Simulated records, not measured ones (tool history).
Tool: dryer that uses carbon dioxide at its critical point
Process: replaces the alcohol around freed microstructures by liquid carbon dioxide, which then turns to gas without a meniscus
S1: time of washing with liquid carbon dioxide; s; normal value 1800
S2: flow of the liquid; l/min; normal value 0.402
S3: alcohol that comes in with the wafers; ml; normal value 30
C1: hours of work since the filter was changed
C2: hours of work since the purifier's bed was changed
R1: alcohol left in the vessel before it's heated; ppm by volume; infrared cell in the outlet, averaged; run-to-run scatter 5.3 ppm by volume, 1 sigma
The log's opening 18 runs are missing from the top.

run	hour	S1	S2	S3	C1	C2	R1
19	135.2	1800	0.402	30	145	117	180
20	144.0	1800	0.402	56	150	121	316
21	149.6	1800	0.402	56	152	124	316
22	155.4	1800	0.402	30	155	127	175
23	164.0	1500	0.402	30	160	131	354
24	168.6	1500	0.402	30	162	133	355
25	176.7	1860	0.274	44	166	137	903
26	182.6	1860	0.274	44	169	140	907
27	189.8	1860	0.274	44	172	144	901
28	200.4	1500	0.402	24	178	149	307
29	209.3	1800	0.371	20	182	154	193
30	216.2	1800	0.465	66	186	157	205
31	220.9	1800	0.465	66	188	159	220
32	228.7	1800	0.465	66	192	163	214
33	239.1	1800	0.465	66	197	168	203
34	248.0	1440	0.359	50	201	173	1007
35	253.1	2400	0.618	113	204	175	59
36	259.4	2400	0.618	113	207	179	53
37	266.4	2040	0.446	71	211	182	167
38	276.4	2040	0.446	71	216	187	173
39	283.4	2040	0.446	71	219	191	169

The next listed run, before its measurement:
40	289.0	2040	0.446	71	222	193	?

Run 40 measured R1 181 ppm by volume.
With the hidden condition absent and the run-to-run variation left alone, this run would have shown R1 87 ppm by volume.
